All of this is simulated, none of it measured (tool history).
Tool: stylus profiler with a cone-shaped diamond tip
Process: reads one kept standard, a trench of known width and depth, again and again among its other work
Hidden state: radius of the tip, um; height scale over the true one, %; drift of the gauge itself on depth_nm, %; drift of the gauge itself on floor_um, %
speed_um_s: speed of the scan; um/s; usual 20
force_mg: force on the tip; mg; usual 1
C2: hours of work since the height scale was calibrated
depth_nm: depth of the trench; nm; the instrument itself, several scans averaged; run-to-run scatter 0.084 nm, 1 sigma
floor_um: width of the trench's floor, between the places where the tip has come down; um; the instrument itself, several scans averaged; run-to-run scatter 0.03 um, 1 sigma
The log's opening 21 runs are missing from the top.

run 22 hour=1600.7 | speed_um_s=20 force_mg=0.98 | scans_with_this_tip=5485 C2=917 | depth_nm=100.97 floor_um=48.34
run 23 hour=1694.3 | speed_um_s=20 force_mg=0.37 | scans_with_this_tip=5795 C2=969 | depth_nm=100.62 floor_um=48.29
run 24 hour=1771.9 | speed_um_s=46 force_mg=0.9 | scans_with_this_tip=6053 C2=1012 | depth_nm=100.84 floor_um=48.17
run 25 hour=1859.8 | speed_um_s=46 force_mg=0.9 | scans_with_this_tip=6344 C2=1061 | depth_nm=101.01 floor_um=48.26
run 26 hour=1932.5 | speed_um_s=22 force_mg=0.89 | scans_with_this_tip=6586 C2=1101 | depth_nm=100.8 floor_um=48.3
run 27 hour=2016.9 | speed_um_s=5 force_mg=1.57 | scans_with_this_tip=6866 C2=1148 | depth_nm=101.18 floor_um=48.4
run 28 hour=2090.1 | speed_um_s=5 force_mg=0.71 | scans_with_this_tip=7109 C2=1189 | depth_nm=100.86 floor_um=48.39
run 29 hour=2174.2 | speed_um_s=20 force_mg=2.92 | scans_with_this_tip=7388 C2=1236 | depth_nm=101.73 floor_um=48.32
run 30 hour=2272.1 | speed_um_s=6 force_mg=0.99 | scans_with_this_tip=7713 C2=1290 | depth_nm=100.99 floor_um=48.41
run 31 hour=2370 | speed_um_s=6 force_mg=0.99 | scans_with_this_tip=8037 C2=1344 | depth_nm=101.1 floor_um=48.39
run 32 hour=2416 | speed_um_s=6 force_mg=1.91 | scans_with_this_tip=8190 C2=1370 | depth_nm=101.41 floor_um=48.4
run 33 hour=2507 | speed_um_s=6 force_mg=1.91 | scans_with_this_tip=8492 C2=1420 | depth_nm=101.48 floor_um=48.31
run 34 hour=2594.6 | speed_um_s=14 force_mg=0.53 | scans_with_this_tip=8783 C2=1469 | depth_nm=100.89 floor_um=48.25
run 35 hour=2682.7 | speed_um_s=17 force_mg=0.85 | scans_with_this_tip=9075 C2=1518 | depth_nm=100.96 floor_um=48.29
run 36 hour=2729.9 | speed_um_s=73 force_mg=1.29 | scans_with_this_tip=9232 C2=1544 | depth_nm=101.29 floor_um=48
run 37 hour=2819 | speed_um_s=73 force_mg=0.4 | scans_with_this_tip=9528 C2=1593 | depth_nm=100.9 floor_um=47.75
run 38 hour=2888 | speed_um_s=59 force_mg=1.51 | scans_with_this_tip=9756 C2=1632 | depth_nm=101.29 floor_um=48.11
run 39 hour=2982.6 | speed_um_s=27 force_mg=2.59 | scans_with_this_tip=10070 C2=1684 | depth_nm=101.64 floor_um=48.27
run 40 hour=3044.2 | speed_um_s=6 force_mg=0.65 | scans_with_this_tip=10275 C2=1718 | depth_nm=101.05 floor_um=48.21
run 41 hour=3118.6 | speed_um_s=44 force_mg=2.07 | scans_with_this_tip=10522 C2=1760 | depth_nm=101.69 floor_um=48.2

What does the tool deliver on the next run?
run 42 hour=3164.1 | speed_um_s=44 force_mg=2.07 | scans_with_this_tip=10673 C2=1785 | depth_nm=? floor_um=?

depth_nm: 101.66 nm
floor_um: 48.16 um
With the hidden condition absent and the run-to-run variation left alone, this run would have shown depth_nm 101.12 nm, floor_um 48.62 um.

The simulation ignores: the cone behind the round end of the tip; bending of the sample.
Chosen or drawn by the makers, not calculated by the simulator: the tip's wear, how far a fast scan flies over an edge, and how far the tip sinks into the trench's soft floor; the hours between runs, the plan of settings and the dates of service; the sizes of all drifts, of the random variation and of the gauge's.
